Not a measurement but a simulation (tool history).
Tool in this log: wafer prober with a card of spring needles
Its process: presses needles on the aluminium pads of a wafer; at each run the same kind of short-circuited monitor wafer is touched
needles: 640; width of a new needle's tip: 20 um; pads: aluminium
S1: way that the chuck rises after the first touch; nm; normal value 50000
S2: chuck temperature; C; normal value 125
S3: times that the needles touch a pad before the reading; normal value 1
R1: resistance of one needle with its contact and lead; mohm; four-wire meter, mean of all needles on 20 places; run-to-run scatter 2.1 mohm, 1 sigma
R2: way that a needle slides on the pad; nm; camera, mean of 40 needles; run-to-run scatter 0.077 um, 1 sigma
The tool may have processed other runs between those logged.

run 1 hour=0.0 | S1=50000 S2=125 S3=1 | R1=238 R2=7850
-- hour=4.3 tips cleaned on abrasive film
-- hour=8.6 tips cleaned on abrasive film
-- hour=12.9 tips cleaned on abrasive film
-- hour=17.1 tips cleaned on abrasive film
-- hour=20.6 tips cleaned on abrasive film
-- hour=24.9 tips cleaned on abrasive film
-- hour=28.3 tips cleaned on abrasive film
-- hour=32.6 tips cleaned on abrasive film
-- hour=36.1 tips cleaned on abrasive film
-- hour=40.3 tips cleaned on abrasive film
-- hour=44.6 tips cleaned on abrasive film
-- hour=48.9 tips cleaned on abrasive film
-- hour=53.2 tips cleaned on abrasive film
-- hour=56.6 tips cleaned on abrasive film
-- hour=60.9 tips cleaned on abrasive film
-- hour=64.4 tips cleaned on abrasive film
-- hour=68.7 tips cleaned on abrasive film
-- hour=73.0 tips cleaned on abrasive film
-- hour=77.2 tips cleaned on abrasive film
-- hour=81.5 tips cleaned on abrasive film
run 2 hour=83.1 | S1=50000 S2=125 S3=1 | R1=265 R2=7590
-- hour=85.7 tips cleaned on abrasive film
-- hour=89.2 tips cleaned on abrasive film
-- hour=92.6 tips cleaned on abrasive film
-- hour=96.9 tips cleaned on abrasive film
-- hour=101.2 tips cleaned on abrasive film
-- hour=104.6 tips cleaned on abrasive film
-- hour=108.9 tips cleaned on abrasive film
-- hour=112.4 tips cleaned on abrasive film
-- hour=116.7 tips cleaned on abrasive film
-- hour=120.9 tips cleaned on abrasive film
-- hour=125.2 tips cleaned on abrasive film
-- hour=128.7 tips cleaned on abrasive film
-- hour=133.0 tips cleaned on abrasive film
run 3 hour=133.2 | S1=50000 S2=125 S3=1 | R1=245 R2=7590
-- hour=136.7 tips cleaned on abrasive film
-- hour=140.1 tips cleaned on abrasive film
-- hour=144.4 tips cleaned on abrasive film
-- hour=148.7 tips cleaned on abrasive film
-- hour=153.0 tips cleaned on abrasive film
-- hour=157.3 tips cleaned on abrasive film
-- hour=160.7 tips cleaned on abrasive film
-- hour=164.2 tips cleaned on abrasive film
-- hour=168.4 tips cleaned on abrasive film
-- hour=171.9 tips cleaned on abrasive film
-- hour=175.3 tips cleaned on abrasive film
-- hour=179.6 tips cleaned on abrasive film
-- hour=183.9 tips cleaned on abrasive film
-- hour=187.4 tips cleaned on abrasive film
-- hour=191.6 tips cleaned on abrasive film
-- hour=195.1 tips cleaned on abrasive film
-- hour=199.4 tips cleaned on abrasive film
-- hour=202.8 tips cleaned on abrasive film
-- hour=207.1 tips cleaned on abrasive film
-- hour=211.4 tips cleaned on abrasive film
-- hour=215.7 tips cleaned on abrasive film
-- hour=219.1 tips cleaned on abrasive film
-- hour=222.6 tips cleaned on abrasive film
run 4 hour=225.3 | S1=50000 S2=125 S3=1 | R1=279 R2=7330
-- hour=226.3 tips cleaned on abrasive film
-- hour=230.6 tips cleaned on abrasive film
-- hour=234.0 tips cleaned on abrasive film
-- hour=237.5 tips cleaned on abrasive film
-- hour=241.8 tips cleaned on abrasive film
-- hour=245.2 tips cleaned on abrasive film
-- hour=248.6 tips cleaned on abrasive film
-- hour=252.9 tips cleaned on abrasive film
-- hour=256.4 tips cleaned on abrasive film
-- hour=260.7 tips cleaned on abrasive film
-- hour=264.1 tips cleaned on abrasive film
-- hour=268.4 tips cleaned on abrasive film
-- hour=272.7 tips cleaned on abrasive film
-- hour=277.0 tips cleaned on abrasive film
-- hour=277.3 height of the first contact set anew
-- hour=280.7 tips cleaned on abrasive film
-- hour=285.0 tips cleaned on abrasive film
run 5 hour=287.1 | S1=50000 S2=125 S3=1 | R1=269 R2=7950
-- hour=288.9 tips cleaned on abrasive film
-- hour=300.9 card fitted with new needles
-- hour=305.2 tips cleaned on abrasive film
-- hour=309.4 tips cleaned on abrasive film
-- hour=312.9 tips cleaned on abrasive film
-- hour=316.3 tips cleaned on abrasive film
-- hour=320.6 tips cleaned on abrasive film
-- hour=324.1 tips cleaned on abrasive film
-- hour=327.5 tips cleaned on abrasive film
-- hour=331.8 tips cleaned on abrasive film
-- hour=335.3 tips cleaned on abrasive film
-- hour=337.0 tips cleaned on abrasive film, once more
-- hour=340.5 tips cleaned on abrasive film
-- hour=344.8 tips cleaned on abrasive film
-- hour=348.2 tips cleaned on abrasive film
-- hour=351.7 tips cleaned on abrasive film
-- hour=355.9 tips cleaned on abrasive film
run 6 hour=358.0 | S1=50000 S2=125 S3=1 | R1=246 R2=7780
-- hour=359.8 tips cleaned on abrasive film
-- hour=364.1 tips cleaned on abrasive film
-- hour=367.5 tips cleaned on abrasive film
-- hour=371.0 tips cleaned on abrasive film
-- hour=375.3 tips cleaned on abrasive film
-- hour=378.7 tips cleaned on abrasive film
-- hour=383.0 tips cleaned on abrasive film
-- hour=387.3 tips cleaned on abrasive film
-- hour=391.6 tips cleaned on abrasive film
-- hour=395.0 tips cleaned on abrasive film
-- hour=399.3 tips cleaned on abrasive film
-- hour=402.8 tips cleaned on abrasive film
-- hour=407.0 tips cleaned on abrasive film
-- hour=411.3 tips cleaned on abrasive film
-- hour=415.6 tips cleaned on abrasive film
-- hour=419.1 tips cleaned on abrasive film
-- hour=423.3 tips cleaned on abrasive film
-- hour=426.8 tips cleaned on abrasive film
-- hour=431.1 tips cleaned on abrasive film
-- hour=435.4 tips cleaned on abrasive film
-- hour=439.7 tips cleaned on abrasive film
-- hour=443.1 tips cleaned on abrasive film
run 7 hour=444.9 | S1=50000 S2=85 S3=3 | R1=222 R2=7490
-- hour=446.7 tips cleaned on abrasive film
-- hour=450.1 tips cleaned on abrasive film
-- hour=453.6 tips cleaned on abrasive film
-- hour=457.9 tips cleaned on abrasive film
-- hour=461.3 tips cleaned on abrasive film
-- hour=465.6 tips cleaned on abrasive film
-- hour=469.0 tips cleaned on abrasive film
-- hour=473.3 tips cleaned on abrasive film
-- hour=477.6 tips cleaned on abrasive film
-- hour=481.9 tips cleaned on abrasive film
-- hour=485.3 tips cleaned on abrasive film
-- hour=489.6 tips cleaned on abrasive film
-- hour=493.1 tips cleaned on abrasive film
-- hour=497.4 tips cleaned on abrasive film
-- hour=500.8 tips cleaned on abrasive film
-- hour=505.1 tips cleaned on abrasive film
run 8 hour=507.2 | S1=34000 S2=80 S3=1 | R1=286 R2=4870
-- hour=508.9 tips cleaned on abrasive film
-- hour=512.4 tips cleaned on abrasive film
-- hour=516.7 tips cleaned on abrasive film
-- hour=520.1 tips cleaned on abrasive film
-- hour=523.6 tips cleaned on abrasive film
-- hour=527.9 tips cleaned on abrasive film
-- hour=531.3 tips cleaned on abrasive film
-- hour=534.8 tips cleaned on abrasive film
-- hour=539.0 tips cleaned on abrasive film
-- hour=542.5 tips cleaned on abrasive film
-- hour=545.9 tips cleaned on abrasive film
-- hour=550.1 tips cleaned on abrasive film
run 9 hour=550.1 | S1=34000 S2=28 S3=2 | R1=228 R2=4640
-- hour=553.5 tips cleaned on abrasive film
-- hour=557.8 tips cleaned on abrasive film
-- hour=561.3 tips cleaned on abrasive film
-- hour=564.7 tips cleaned on abrasive film
-- hour=569.0 tips cleaned on abrasive film
-- hour=573.3 tips cleaned on abrasive film
-- hour=576.7 tips cleaned on abrasive film
-- hour=578.7 height of the first contact set anew
-- hour=580.5 tips cleaned on abrasive film
-- hour=583.9 tips cleaned on abrasive film
-- hour=588.2 tips cleaned on abrasive film
-- hour=592.5 tips cleaned on abrasive film
-- hour=595.9 tips cleaned on abrasive film
-- hour=600.2 tips cleaned on abrasive film
-- hour=603.7 tips cleaned on abrasive film
-- hour=608.0 tips cleaned on abrasive film
-- hour=612.2 tips cleaned on abrasive film
-- hour=615.7 tips cleaned on abrasive film
-- hour=620.0 tips cleaned on abrasive film
-- hour=623.4 tips cleaned on abrasive film
-- hour=627.7 tips cleaned on abrasive film
-- hour=631.2 tips cleaned on abrasive film
-- hour=635.5 tips cleaned on abrasive film
run 10 hour=636.0 | S1=34000 S2=28 S3=2 | R1=229 R2=5370
-- hour=639.5 tips cleaned on abrasive film
-- hour=642.9 tips cleaned on abrasive film
-- hour=646.4 tips cleaned on abrasive film
-- hour=650.7 tips cleaned on abrasive film
-- hour=654.1 tips cleaned on abrasive film
-- hour=658.4 tips cleaned on abrasive film
-- hour=661.8 tips cleaned on abrasive film
-- hour=666.1 tips cleaned on abrasive film
-- hour=670.4 tips cleaned on abrasive film
-- hour=673.9 tips cleaned on abrasive film
-- hour=678.1 tips cleaned on abrasive film
-- hour=681.6 tips cleaned on abrasive film
-- hour=685.9 tips cleaned on abrasive film
-- hour=689.3 tips cleaned on abrasive film
-- hour=693.6 tips cleaned on abrasive film
-- hour=697.9 tips cleaned on abrasive film
-- hour=701.3 tips cleaned on abrasive film
-- hour=704.8 tips cleaned on abrasive film
-- hour=709.1 tips cleaned on abrasive film
-- hour=712.5 tips cleaned on abrasive film
run 11 hour=712.8 | S1=41000 S2=91 S3=1 | R1=241 R2=6100

4 ways to go on from here, each from the tool as it stands after run 11. What would each give?
-- hour=716.3 tips cleaned on abrasive film
-- hour=719.7 tips cleaned on abrasive film
-- hour=724.0 tips cleaned on abrasive film
-- hour=728.3 tips cleaned on abrasive film
-- hour=732.6 tips cleaned on abrasive film
-- hour=736.9 tips cleaned on abrasive film
-- hour=740.3 tips cleaned on abrasive film
-- hour=744.6 tips cleaned on abrasive film
-- hour=748.0 tips cleaned on abrasive film
-- hour=752.3 tips cleaned on abrasive film
-- hour=756.6 tips cleaned on abrasive film
-- hour=760.9 tips cleaned on abrasive film
-- hour=765.2 tips cleaned on abrasive film
-- hour=768.6 tips cleaned on abrasive film
-- hour=772.7 tips cleaned on abrasive film
run A hour=772.7 | S1=45000 S2=40 S3=1 | R1=? R2=?
-- hour=716.3 tips cleaned on abrasive film
-- hour=719.7 tips cleaned on abrasive film
-- hour=724.0 tips cleaned on abrasive film
-- hour=728.3 tips cleaned on abrasive film
-- hour=732.6 tips cleaned on abrasive film
-- hour=736.9 tips cleaned on abrasive film
-- hour=740.3 tips cleaned on abrasive film
-- hour=744.6 tips cleaned on abrasive film
-- hour=748.0 tips cleaned on abrasive film
-- hour=752.3 tips cleaned on abrasive film
-- hour=756.6 tips cleaned on abrasive film
-- hour=760.9 tips cleaned on abrasive film
-- hour=765.2 tips cleaned on abrasive film
-- hour=768.6 tips cleaned on abrasive film
-- hour=772.7 tips cleaned on abrasive film
run B hour=772.7 | S1=32000 S2=125 S3=1 | R1=? R2=?
-- hour=716.3 tips cleaned on abrasive film
-- hour=719.7 tips cleaned on abrasive film
-- hour=724.0 tips cleaned on abrasive film
-- hour=728.3 tips cleaned on abrasive film
-- hour=732.6 tips cleaned on abrasive film
-- hour=736.9 tips cleaned on abrasive film
-- hour=740.3 tips cleaned on abrasive film
-- hour=744.6 tips cleaned on abrasive film
-- hour=748.0 tips cleaned on abrasive film
-- hour=752.3 tips cleaned on abrasive film
-- hour=756.6 tips cleaned on abrasive film
-- hour=760.9 tips cleaned on abrasive film
-- hour=765.2 tips cleaned on abrasive film
-- hour=768.6 tips cleaned on abrasive film
-- hour=772.7 tips cleaned on abrasive film
run C hour=772.7 | S1=37000 S2=125 S3=1 | R1=? R2=?
-- hour=716.3 tips cleaned on abrasive film
-- hour=719.7 tips cleaned on abrasive film
-- hour=724.0 tips cleaned on abrasive film
-- hour=728.3 tips cleaned on abrasive film
-- hour=732.6 tips cleaned on abrasive film
-- hour=736.9 tips cleaned on abrasive film
-- hour=740.3 tips cleaned on abrasive film
-- hour=744.6 tips cleaned on abrasive film
-- hour=748.0 tips cleaned on abrasive film
-- hour=752.3 tips cleaned on abrasive film
-- hour=756.6 tips cleaned on abrasive film
-- hour=760.9 tips cleaned on abrasive film
-- hour=765.2 tips cleaned on abrasive film
-- hour=768.6 tips cleaned on abrasive film
-- hour=772.7 tips cleaned on abrasive film
run D hour=772.7 | S1=41000 S2=27 S3=1 | R1=? R2=?

run=A R1=217 R2=6540
run=B R1=267 R2=4620
run=C R1=249 R2=5310
run=D R1=213 R2=5890
With the hidden condition removed and each run's random variation left untouched, the same runs would have given:
run=A R1=206 R2=7080
run=B R1=244 R2=5160
run=C R1=232 R2=5850
run=D R1=200 R2=6430

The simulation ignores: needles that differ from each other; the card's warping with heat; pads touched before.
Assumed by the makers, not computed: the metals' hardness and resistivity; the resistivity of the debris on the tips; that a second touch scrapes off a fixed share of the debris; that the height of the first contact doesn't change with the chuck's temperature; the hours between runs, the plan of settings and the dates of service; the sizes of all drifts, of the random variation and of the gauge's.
